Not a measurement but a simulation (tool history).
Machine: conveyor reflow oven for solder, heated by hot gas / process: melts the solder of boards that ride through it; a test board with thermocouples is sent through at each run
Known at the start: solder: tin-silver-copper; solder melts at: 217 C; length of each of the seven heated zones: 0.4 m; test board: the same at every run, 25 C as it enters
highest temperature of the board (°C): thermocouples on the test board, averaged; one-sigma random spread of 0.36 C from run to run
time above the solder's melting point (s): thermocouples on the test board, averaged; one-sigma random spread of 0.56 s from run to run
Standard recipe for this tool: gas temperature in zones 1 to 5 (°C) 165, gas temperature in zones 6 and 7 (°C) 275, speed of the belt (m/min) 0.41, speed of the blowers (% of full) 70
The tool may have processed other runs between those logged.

| run | hour | gas temperature in zones 1 to 5 (°C) | gas temperature in zones 6 and 7 (°C) | speed of the belt (m/min) | speed of the blowers (% of full) | highest temperature of the board (°C) | time above the solder's melting point (s) |
|---|---|---|---|---|---|---|---|
| 1 | 0 | 165 | 275 | 0.41 | 70 | 266.5 | 98.8 |
| 2 | 9.5 | 165 | 275 | 0.41 | 70 | 266.9 | 98.4 |
| 3 | 23.4 | 165 | 275 | 0.41 | 70 | 266.6 | 99.3 |
| 4 | 42.7 | 165 | 275 | 0.41 | 70 | 266.7 | 99.4 |
| 5 | 54.9 | 165 | 275 | 0.469 | 70 | 262.5 | 83.2 |
| 6 | 66.2 | 165 | 275 | 0.469 | 70 | 262.7 | 82.6 |
| 7 | 83.4 | 180 | 275 | 0.41 | 70 | 267.7 | 107.5 |
| 8 | 98.2 | 180 | 275 | 0.41 | 70 | 267.7 | 107.4 |
| 9 | 121.5 | 180 | 277 | 0.464 | 88 | 269.1 | 95.3 |
| 10 | 140.9 | 152 | 270 | 0.488 | 70 | 255.4 | 69.5 |
| 11 | 151.7 | 152 | 275 | 0.41 | 75 | 265.6 | 93.5 |
| 12 | 174.1 | 153 | 274 | 0.41 | 70 | 264.5 | 93.1 |
| 13 | 183.8 | 153 | 274 | 0.41 | 70 | 264.4 | 91.9 |
| 14 | 204.7 | 165 | 275 | 0.41 | 71 | 266.4 | 98.7 |

Table of differences, measured result less the result of that run with no hidden state. Run-to-run variation is the same in both. Gauge scatter possibly is not:
What the log doesn't record here: heat that the gas passes to the board, % of a clean oven's; belt's true speed, % of the reading; true gas temperature in zones 6 and 7 over the reading, C; drift of the gauge itself on peak_c, C; drift of the gauge itself on liquid_s, %.
| run | highest temperature of the board (°C) | time above the solder's melting point (s) |
|---|---|---|
| 1 | +0.6 | +0.7 |
| 2 | +0.7 | +0.8 |
| 3 | +0.7 | +0.8 |
| 4 | +0.6 | +0.8 |
| 5 | +0.6 | +0.7 |
| 6 | +0.6 | +0.7 |
| 7 | +0.7 | +0.8 |
| 8 | +0.7 | +0.9 |
| 9 | +0.6 | +0.7 |
| 10 | +0.6 | +0.7 |
| 11 | +0.6 | +0.7 |
| 12 | +0.6 | +0.8 |
| 13 | +0.6 | +0.8 |
| 14 | +0.7 | +0.9 |
